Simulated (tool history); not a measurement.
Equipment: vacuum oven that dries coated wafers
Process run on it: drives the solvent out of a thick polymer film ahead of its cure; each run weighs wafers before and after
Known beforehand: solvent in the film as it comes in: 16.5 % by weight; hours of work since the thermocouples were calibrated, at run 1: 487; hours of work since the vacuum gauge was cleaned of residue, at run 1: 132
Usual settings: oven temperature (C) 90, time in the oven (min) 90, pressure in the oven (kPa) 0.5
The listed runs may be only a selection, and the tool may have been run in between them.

run,hour,oven temperature (C),time in the oven (min),pressure in the oven (kPa),hours of work since the thermocouples were calibrated,hours of work since the vacuum gauge was cleaned of residue,solvent left in the film (%)
1,0,90,90,0.5,487,132,2.13
2,16.4,90,90,0.5,493,139,2.21
3,24.7,90,121,0.5,497,142,1.15
4,42.8,90,121,0.5,504,149,1.13
5,57.1,90,121,0.5,510,155,1.17
6,70.2,90,121,0.5,516,161,1.2
7,80.8,90,121,0.5,520,165,1.11
8,94.3,98,121,0.5,526,171,0.22
9,112.2,97,121,0.5,533,178,0.44
10,127.4,97,90,0.5,540,185,0.59
11,143.6,97,90,0.5,546,191,0.65
12,160.7,97,90,0.5,553,198,0.67
13,174.3,99,129,1.715,559,204,0.52
14,187.3,99,129,1.715,564,209,0.56
15,196.2,90,53,0.299,568,213,4.46
16,205.8,78,74,0.5,572,217,7.41
# hour 208.6: oven's thermocouples calibrated
17,218.6,81,78,1.394,4,222,6.53
18,228.5,89,58,1.132,8,226,4.59
19,236.6,89,98,0.484,12,229,2.16
20,249.7,90,74,0.318,17,234,2.95
21,265.8,98,76,0.5,24,241,0.99
22,279.7,98,76,0.5,29,247,0.98

5 options for the next run, each taken on its own from the tool as it stands now. Forecast them:
A,288.5,90,92,0.5,33,251,?
B,288.5,98,76,0.714,33,251,?
C,288.5,76,68,0.947,33,251,?
D,288.5,85,56,0.376,33,251,?
E,288.5,78,90,1.183,33,251,?

run,solvent left in the film (%)
A,2.13
B,0.97
C,8.68
D,6.23
E,7
What these runs would have given with no unlogged condition in the tool:
run,solvent left in the film (%)
A,1.8
B,0.78
C,8.28
D,5.79
E,6.54
